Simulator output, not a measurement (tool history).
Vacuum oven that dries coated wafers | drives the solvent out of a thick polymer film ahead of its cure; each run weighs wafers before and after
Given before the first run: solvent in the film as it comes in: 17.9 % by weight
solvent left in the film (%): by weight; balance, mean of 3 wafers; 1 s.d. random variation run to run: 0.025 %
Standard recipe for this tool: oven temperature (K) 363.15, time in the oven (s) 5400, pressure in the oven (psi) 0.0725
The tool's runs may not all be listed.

| run | hour | oven temperature (K) | time in the oven (s) | pressure in the oven (psi) | solvent left in the film (%) |
|---|---|---|---|---|---|
| 1 | 0.0 | 363.15 | 5400 | 0.0725 | 1.08 |
| 2 | 48.3 | 363.15 | 5400 | 0.1794 | 1.46 |
| 3 | 116.4 | 363.15 | 6300 | 0.0725 | 0.89 |
| 4 | 148.3 | 363.15 | 5400 | 0.0725 | 1.07 |
|  | 172.5 | vacuum gauge cleaned of residue and calibrated |
| 5 | 220.4 | 363.15 | 5400 | 0.0725 | 0.74 |
| 6 | 269.5 | 363.15 | 5400 | 0.0725 | 0.74 |
| 7 | 303.4 | 363.15 | 3360 | 0.0725 | 1.99 |
| 8 | 351.2 | 363.15 | 3000 | 0.0725 | 2.38 |
| 9 | 411.7 | 362.15 | 3780 | 0.0692 | 1.70 |
|  | 419.0 | oven's thermocouples calibrated |
| 10 | 482.7 | 362.15 | 3180 | 0.0692 | 2.44 |
| 11 | 534.9 | 378.15 | 3960 | 0.0972 | 0.40 |

What if the next run were any one of these 3? Each begins from the tool's condition after run 11:
| A | 599.8 | 378.15 | 7500 | 0.0419 | ? |
| B | 599.8 | 356.15 | 5400 | 0.0725 | ? |
| C | 599.8 | 352.15 | 3960 | 0.1228 | ? |

| run | solvent left in the film (%) |
|---|---|
| A | 0.08 |
| B | 1.62 |
| C | 3.80 |
Without the tool's unlogged condition, the same runs would have read:
| run | solvent left in the film (%) |
|---|---|
| A | 0.05 |
| B | 1.52 |
| C | 3.69 |

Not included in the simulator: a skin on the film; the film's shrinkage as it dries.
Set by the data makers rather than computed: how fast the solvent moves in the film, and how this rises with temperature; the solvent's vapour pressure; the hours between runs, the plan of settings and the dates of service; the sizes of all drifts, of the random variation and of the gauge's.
